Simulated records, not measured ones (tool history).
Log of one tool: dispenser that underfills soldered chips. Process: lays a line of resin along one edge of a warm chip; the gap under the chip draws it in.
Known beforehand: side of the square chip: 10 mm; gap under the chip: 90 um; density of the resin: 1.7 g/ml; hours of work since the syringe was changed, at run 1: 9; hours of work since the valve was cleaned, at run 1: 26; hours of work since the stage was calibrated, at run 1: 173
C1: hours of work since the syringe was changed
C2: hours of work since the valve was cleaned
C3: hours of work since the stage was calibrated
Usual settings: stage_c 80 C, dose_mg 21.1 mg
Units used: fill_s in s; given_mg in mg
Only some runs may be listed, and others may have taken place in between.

{"run": 1, "hour": 0.0, "stage_c": 80, "dose_mg": 21.1, "C1": 9, "C2": 26, "C3": 173, "fill_s": 124.8, "given_mg": 20.98}
{"hour": 1.9, "done": "new syringe of resin"}
{"run": 2, "hour": 6.5, "stage_c": 80, "dose_mg": 25.8, "C1": 3, "C2": 30, "C3": 178, "fill_s": 83.4, "given_mg": 25.38}
{"run": 3, "hour": 13.2, "stage_c": 80, "dose_mg": 21.1, "C1": 8, "C2": 35, "C3": 183, "fill_s": 120.4, "given_mg": 20.81}
{"hour": 15.5, "done": "new syringe of resin"}
{"run": 4, "hour": 17.6, "stage_c": 80, "dose_mg": 21.1, "C1": 2, "C2": 38, "C3": 186, "fill_s": 77.4, "given_mg": 20.51}
{"run": 5, "hour": 22.0, "stage_c": 80, "dose_mg": 21.1, "C1": 5, "C2": 41, "C3": 189, "fill_s": 95.7, "given_mg": 20.63}
{"run": 6, "hour": 27.7, "stage_c": 80, "dose_mg": 21.1, "C1": 9, "C2": 46, "C3": 193, "fill_s": 127.9, "given_mg": 20.64}
{"hour": 29.1, "done": "new syringe of resin"}
{"run": 7, "hour": 31.1, "stage_c": 81, "dose_mg": 21.1, "C1": 1, "C2": 48, "C3": 195, "fill_s": 74, "given_mg": 20.58}
{"run": 8, "hour": 36.6, "stage_c": 80, "dose_mg": 24.3, "C1": 5, "C2": 52, "C3": 199, "fill_s": 98.7, "given_mg": 23.7}
{"hour": 42.7, "done": "new syringe of resin"}
{"run": 9, "hour": 43.2, "stage_c": 92, "dose_mg": 23.5, "C1": 0, "C2": 57, "C3": 204, "fill_s": 45, "given_mg": 22.69}
{"run": 10, "hour": 48.7, "stage_c": 93, "dose_mg": 22.4, "C1": 4, "C2": 61, "C3": 208, "fill_s": 56.2, "given_mg": 21.61}
{"run": 11, "hour": 54.8, "stage_c": 92, "dose_mg": 26.6, "C1": 9, "C2": 65, "C3": 213, "fill_s": 78, "given_mg": 25.71}
{"hour": 56.4, "done": "new syringe of resin"}
{"hour": 59.4, "done": "dispensing valve cleaned and set on the balance"}
{"run": 12, "hour": 60.9, "stage_c": 67, "dose_mg": 18.6, "C1": 3, "C2": 1, "C3": 216, "fill_s": 139.9, "given_mg": 18.54}
{"run": 13, "hour": 65.5, "stage_c": 79, "dose_mg": 19.3, "C1": 6, "C2": 5, "C3": 220, "fill_s": 109.6, "given_mg": 19.29}
{"hour": 70.9, "done": "new syringe of resin"}
{"run": 14, "hour": 70.9, "stage_c": 79, "dose_mg": 19.3, "C1": 0, "C2": 8, "C3": 223, "fill_s": 74.2, "given_mg": 19.3}
{"run": 15, "hour": 76.2, "stage_c": 83, "dose_mg": 20, "C1": 4, "C2": 12, "C3": 227, "fill_s": 81.4, "given_mg": 19.96}
{"run": 16, "hour": 80.9, "stage_c": 83, "dose_mg": 20, "C1": 7, "C2": 16, "C3": 231, "fill_s": 103.8, "given_mg": 20.02}

Some steps in fill_s between neighbouring runs. How much of each would the tool show without its hidden state too (settings, what came in, random variation), and how much is left for the hidden state, with any gauge scatter that isn't in both results?
What the log doesn't record here: resin's viscosity, % of fresh resin's; dose that the valve gives, % of what is set; true chip temperature over the reading, C; drift of the gauge itself on fill_s, %; drift of the gauge itself on given_mg, %.
Run 6 -> 7: stage_c 80 -> 81, new syringe of resin. fill_s -53.9 s: hidden state -51.7, all else -2.2.
Run 11 -> 12: stage_c 92 -> 67, dose_mg 26.6 -> 18.6, new syringe of resin, dispensing valve cleaned and set on the balance. fill_s +61.9 s: hidden state -10.3, all else +72.2.
